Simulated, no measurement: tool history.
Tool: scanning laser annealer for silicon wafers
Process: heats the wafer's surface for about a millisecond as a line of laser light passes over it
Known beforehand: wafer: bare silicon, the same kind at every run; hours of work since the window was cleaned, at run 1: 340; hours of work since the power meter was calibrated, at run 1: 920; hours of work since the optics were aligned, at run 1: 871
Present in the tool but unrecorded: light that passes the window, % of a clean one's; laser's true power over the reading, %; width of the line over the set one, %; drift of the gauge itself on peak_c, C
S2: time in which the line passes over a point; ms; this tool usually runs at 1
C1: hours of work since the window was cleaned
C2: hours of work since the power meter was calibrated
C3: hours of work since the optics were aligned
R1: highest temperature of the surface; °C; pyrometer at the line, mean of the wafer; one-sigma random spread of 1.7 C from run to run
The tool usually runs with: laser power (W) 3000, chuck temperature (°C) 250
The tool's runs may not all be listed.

run 1 hour=0 | laser_power_(W)=3000 S2=1 chuck_temperature_(°C)=250 | C1=340 C2=920 C3=871 | R1=942
run 2 hour=41 | laser_power_(W)=3000 S2=1 chuck_temperature_(°C)=250 | C1=372 C2=952 C3=902 | R1=947
run 3 hour=105.5 | laser_power_(W)=3000 S2=1 chuck_temperature_(°C)=250 | C1=421 C2=1001 C3=951 | R1=944
-- hour=160.4 optics aligned, line set to its width
run 4 hour=170.5 | laser_power_(W)=2664 S2=1 chuck_temperature_(°C)=250 | C1=467 C2=1047 C3=8 | R1=878
run 5 hour=204 | laser_power_(W)=2664 S2=1 chuck_temperature_(°C)=250 | C1=492 C2=1072 C3=33 | R1=878
run 6 hour=265.6 | laser_power_(W)=3000 S2=1 chuck_temperature_(°C)=267 | C1=539 C2=1119 C3=80 | R1=966
-- hour=311.2 window over the wafer cleaned
run 7 hour=323.9 | laser_power_(W)=3000 S2=1 chuck_temperature_(°C)=267 | C1=10 C2=1162 C3=123 | R1=981
run 8 hour=357.6 | laser_power_(W)=3000 S2=1 chuck_temperature_(°C)=267 | C1=35 C2=1188 C3=149 | R1=985
run 9 hour=388.2 | laser_power_(W)=3000 S2=1 chuck_temperature_(°C)=269 | C1=59 C2=1211 C3=172 | R1=981
run 10 hour=419.6 | laser_power_(W)=3000 S2=1 chuck_temperature_(°C)=269 | C1=83 C2=1235 C3=196 | R1=983
run 11 hour=483.1 | laser_power_(W)=3000 S2=1 chuck_temperature_(°C)=269 | C1=131 C2=1284 C3=245 | R1=976
run 12 hour=514.8 | laser_power_(W)=3240 S2=1 chuck_temperature_(°C)=246 | C1=156 C2=1308 C3=269 | R1=1009
run 13 hour=556.8 | laser_power_(W)=3028 S2=0.89 chuck_temperature_(°C)=259 | C1=188 C2=1340 C3=301 | R1=929
run 14 hour=594.1 | laser_power_(W)=3028 S2=0.89 chuck_temperature_(°C)=259 | C1=216 C2=1369 C3=330 | R1=928
run 15 hour=650.6 | laser_power_(W)=3028 S2=0.89 chuck_temperature_(°C)=259 | C1=259 C2=1412 C3=373 | R1=929

Predict each of these 4 candidate next runs independently; none follows another, all start after run 15:
run A hour=696.9 | laser_power_(W)=2661 S2=0.89 chuck_temperature_(°C)=290 | C1=295 C2=1447 C3=408 | R1=?
run B hour=696.9 | laser_power_(W)=3195 S2=0.89 chuck_temperature_(°C)=259 | C1=295 C2=1447 C3=408 | R1=?
run C hour=696.9 | laser_power_(W)=3289 S2=1 chuck_temperature_(°C)=246 | C1=295 C2=1447 C3=408 | R1=?
run D hour=696.9 | laser_power_(W)=2787 S2=0.89 chuck_temperature_(°C)=282 | C1=295 C2=1447 C3=408 | R1=?

run=A R1=881
run=B R1=963
run=C R1=1007
run=D R1=898
With no hidden state in the tool, these same runs would have given:
run=A R1=891
run=B R1=975
run=C R1=1020
run=D R1=909

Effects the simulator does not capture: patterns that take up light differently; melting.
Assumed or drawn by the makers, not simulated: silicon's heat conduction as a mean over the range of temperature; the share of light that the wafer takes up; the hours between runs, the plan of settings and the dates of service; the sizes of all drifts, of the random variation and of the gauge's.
